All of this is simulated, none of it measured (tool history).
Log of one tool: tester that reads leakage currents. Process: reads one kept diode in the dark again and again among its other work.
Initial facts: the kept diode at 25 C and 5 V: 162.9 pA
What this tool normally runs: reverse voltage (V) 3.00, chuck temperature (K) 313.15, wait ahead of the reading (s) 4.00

run   hour  reverse voltage (V)  chuck temperature (K)  wait ahead of the reading (s)  current that the tester gives (pA)
  1    0.0                 3.00                 313.15                           4.00                              421.44
  2  108.0                 3.00                 313.15                           4.00                              422.00
  3  195.4                 3.00                 313.15                           0.85                              420.66
  4  249.1                 3.00                 313.15                           4.00                              420.95
  5  319.2                 3.00                 313.15                           0.83                              421.35
  6  399.0                 3.00                 310.15                           0.83                              331.96
  7  493.5                 3.13                 296.15                           4.00                              106.89
  8  603.0                 3.00                 318.15                           3.20                              613.27
  9  712.8                 3.00                 318.15                           3.20                              616.44
 10  769.7                 3.00                 318.15                           3.20                              616.02
     828.6  -- chuck's temperature calibrated
 11  848.8                 3.00                 295.15                           4.00                               96.19
 12  933.0                12.31                 321.15                           0.38                             1634.06

Branching from run 12: 4 alternative next runs. What would each branch give?
  A  1008.5                 4.29                 330.15                           0.38                                   ?
  B  1008.5                 4.88                 320.15                           0.55                                   ?
  C  1008.5                12.31                 303.15                           0.38                                   ?
  D  1008.5                15.22                 321.15                           0.38                                   ?

run  current that the tester gives (pA)
  A                             1776.01
  B                              931.96
  C                              410.68
  D                             1844.55
The same runs, with their run-to-run variation unchanged, on a tool lacking any hidden condition would have given:
run  current that the tester gives (pA)
  A                             1776.66
  B                              932.31
  C                              410.77
  D                             1845.18

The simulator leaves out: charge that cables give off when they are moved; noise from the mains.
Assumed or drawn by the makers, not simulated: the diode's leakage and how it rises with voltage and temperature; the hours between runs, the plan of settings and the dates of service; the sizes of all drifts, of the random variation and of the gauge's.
